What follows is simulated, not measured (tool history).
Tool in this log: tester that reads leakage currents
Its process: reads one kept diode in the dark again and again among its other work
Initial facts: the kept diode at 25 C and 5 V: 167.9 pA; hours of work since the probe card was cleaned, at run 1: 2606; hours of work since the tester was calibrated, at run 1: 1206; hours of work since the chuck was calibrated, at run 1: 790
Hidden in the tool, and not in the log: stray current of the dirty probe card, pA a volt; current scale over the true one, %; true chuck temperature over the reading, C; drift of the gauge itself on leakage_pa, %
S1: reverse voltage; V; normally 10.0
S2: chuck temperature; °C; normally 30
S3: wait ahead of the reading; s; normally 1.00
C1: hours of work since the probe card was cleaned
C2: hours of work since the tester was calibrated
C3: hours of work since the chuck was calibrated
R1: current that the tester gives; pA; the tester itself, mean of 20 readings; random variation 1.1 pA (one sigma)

Run 1, hour 0.0: usual settings; C1 2606; C2 1206; C3 790. Result: R1 394.85 pA.
Run 2, hour 97.7: usual settings; C1 2681; C2 1282; C3 866. Result: R1 398.91 pA.
At hour 174.9: probe card cleaned and baked.
Run 3, hour 188.1: usual settings but S3 0.37 s; C1 10; C2 1349; C3 934. Result: R1 400.04 pA.
Run 4, hour 298.0: usual settings; C1 96; C2 1435; C3 1019. Result: R1 400.16 pA.
At hour 395.7: chuck's temperature calibrated.
Run 5, hour 409.7: usual settings; C1 181; C2 1520; C3 11. Result: R1 428.14 pA.
Run 6, hour 477.4: usual settings; C1 233; C2 1573; C3 63. Result: R1 431.59 pA.
Run 7, hour 599.4: usual settings; C1 328; C2 1667; C3 158. Result: R1 436.21 pA.
Run 8, hour 656.8: usual settings; C1 373; C2 1712; C3 203. Result: R1 439.19 pA.
Run 9, hour 720.7: usual settings; C1 422; C2 1761; C3 252. Result: R1 439.20 pA.
Run 10, hour 801.5: usual settings; C1 485; C2 1824; C3 315. Result: R1 445.08 pA.
Run 11, hour 869.3: usual settings; C1 538; C2 1877; C3 368. Result: R1 443.88 pA.
At hour 972.0: chuck's temperature calibrated, once more.
Run 12, hour 976.9: usual settings; C1 619; C2 1959; C3 4. Result: R1 365.51 pA.
Run 13, hour 1051.2: usual settings but S2 50 °C; C1 677; C2 2016; C3 61. Result: R1 2053.37 pA.
Run 14, hour 1100.6: usual settings but S2 50 °C; C1 716; C2 2055; C3 100. Result: R1 2060.36 pA.
Run 15, hour 1182.8: usual settings but S1 5.9 V, S2 39 °C; C1 779; C2 2119; C3 164. Result: R1 659.41 pA.
Run 16, hour 1277.8: usual settings but S1 5.9 V, S2 39 °C; C1 853; C2 2192; C3 237. Result: R1 664.79 pA.
Run 17, hour 1389.0: usual settings but S1 2.9 V, S2 43 °C, S3 0.33 s; C1 939; C2 2279; C3 324. Result: R1 703.03 pA.
Run 18, hour 1501.6: usual settings but S1 8.7 V, S2 36 °C, S3 2.18 s; C1 1027; C2 2366; C3 411. Result: R1 614.96 pA.
Run 19, hour 1605.2: usual settings but S2 42 °C; C1 1107; C2 2447; C3 492. Result: R1 1101.80 pA.
Run 20, hour 1699.4: usual settings but S1 1.0 V, S2 28 °C; C1 1180; C2 2520; C3 565. Result: R1 122.14 pA.
Run 21, hour 1763.3: usual settings but S1 1.0 V, S2 28 °C; C1 1230; C2 2569; C3 614. Result: R1 121.81 pA.
Run 22, hour 1859.9: usual settings but S2 33 °C, S3 9.02 s; C1 1305; C2 2644; C3 689. Result: R1 513.37 pA.
Run 23, hour 1933.4: usual settings but S2 33 °C, S3 9.02 s; C1 1362; C2 2701; C3 746. Result: R1 517.61 pA.
Run 24, hour 2005.5: usual settings but S1 2.0 V, S2 20 °C, S3 0.82 s; C1 1418; C2 2757; C3 802. Result: R1 78.79 pA.
Run 25, hour 2119.9: usual settings but S2 28 °C, S3 0.89 s; C1 1507; C2 2846; C3 891. Result: R1 336.62 pA.
Run 26, hour 2212.7: usual settings but S1 19.9 V, S3 1.42 s; C1 1579; C2 2918; C3 963. Result: R1 544.08 pA.
Run 27, hour 2296.7: usual settings but S1 6.1 V, S2 25 °C, S3 7.00 s; C1 1644; C2 2983; C3 1028. Result: R1 208.81 pA.
At hour 2386.8: chuck's temperature calibrated.
Run 28, hour 2396.7: usual settings but S2 31 °C, S3 0.65 s; C1 1720; C2 3059; C3 8. Result: R1 397.56 pA.

Entry by entry between the runs, the difference in hidden state between the last listed run before and the first listed run after:
Between runs 2 and 3: probe card cleaned and baked (hour 174.9)
  stray current of the dirty probe card, pA a volt: 0.424 -> 0.024; current scale over the true one, %: 0.19 -> 0.2; true chuck temperature over the reading, C: 0.95 -> 1.03
  measured value less the no-hidden-state value, R1: +37.55 -> +36.52 pA
Between runs 4 and 5: chuck's temperature calibrated (hour 395.7)
  stray current of the dirty probe card, pA a volt: 0.037 -> 0.049; current scale over the true one, %: 0.21 -> 0.23; true chuck temperature over the reading, C: 1.14 -> 1.85
  measured value less the no-hidden-state value, R1: +40.38 -> +67.71 pA
Between runs 11 and 12: chuck's temperature calibrated, once more (hour 972.0)
  stray current of the dirty probe card, pA a volt: 0.101 -> 0.113; current scale over the true one, %: 0.28 -> 0.3; true chuck temperature over the reading, C: 2.29 -> 0.08
  measured value less the no-hidden-state value, R1: +85.14 -> +4.67 pA
Between runs 27 and 28: chuck's temperature calibrated (hour 2386.8)
  stray current of the dirty probe card, pA a volt: 0.263 -> 0.274; current scale over the true one, %: 0.47 -> 0.48; true chuck temperature over the reading, C: 1.26 -> -0.05
  measured value less the no-hidden-state value, R1: +25.76 -> +2.80 pA

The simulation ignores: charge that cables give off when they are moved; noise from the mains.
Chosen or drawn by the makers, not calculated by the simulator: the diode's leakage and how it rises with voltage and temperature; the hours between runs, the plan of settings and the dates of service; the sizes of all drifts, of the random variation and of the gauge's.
